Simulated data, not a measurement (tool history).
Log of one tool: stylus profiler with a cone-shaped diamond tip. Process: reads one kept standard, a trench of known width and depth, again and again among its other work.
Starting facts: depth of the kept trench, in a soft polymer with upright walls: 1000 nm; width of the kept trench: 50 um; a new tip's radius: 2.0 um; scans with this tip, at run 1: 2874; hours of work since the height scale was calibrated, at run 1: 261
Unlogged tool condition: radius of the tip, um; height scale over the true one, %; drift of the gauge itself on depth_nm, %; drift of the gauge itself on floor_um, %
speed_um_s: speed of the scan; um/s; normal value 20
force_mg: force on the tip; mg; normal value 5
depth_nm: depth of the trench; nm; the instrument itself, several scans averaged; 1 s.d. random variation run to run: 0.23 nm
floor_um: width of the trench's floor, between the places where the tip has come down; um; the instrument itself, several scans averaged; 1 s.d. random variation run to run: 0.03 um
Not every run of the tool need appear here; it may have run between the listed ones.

| run | hour | speed_um_s | force_mg | scans with this tip | hours of work since the height scale was calibrated | depth_nm | floor_um |
|---|---|---|---|---|---|---|---|
| 1 | 0 | 20 | 5 | 2874 | 261 | 1014.35 | 46.31 |
| 2 | 27.8 | 20 | 5 | 3075 | 279 | 1014.17 | 46.32 |
| 3 | 50.8 | 20 | 5 | 3242 | 294 | 1014.76 | 46.36 |
| 4 | 65.8 | 20 | 5 | 3351 | 304 | 1014.17 | 46.33 |
| 5 | 93.6 | 20 | 5 | 3553 | 323 | 1014.06 | 46.32 |
| 6 | 117.7 | 26 | 5 | 3727 | 338 | 1014.48 | 46.35 |
| 7 | 151.4 | 26 | 5 | 3971 | 361 | 1014.38 | 46.29 |
| 8 | 180.9 | 40 | 3.15 | 4185 | 380 | 1011.29 | 46.27 |

Forecast run 9:
| 9 | 209.8 | 11 | 3.15 | 4394 | 399 | ? | ? |

{"run 9": {"depth_nm": 1011.24, "floor_um": 46.36}}
With no hidden state in the tool, this same run would have given depth_nm 1009.36 nm, floor_um 46.57 um.

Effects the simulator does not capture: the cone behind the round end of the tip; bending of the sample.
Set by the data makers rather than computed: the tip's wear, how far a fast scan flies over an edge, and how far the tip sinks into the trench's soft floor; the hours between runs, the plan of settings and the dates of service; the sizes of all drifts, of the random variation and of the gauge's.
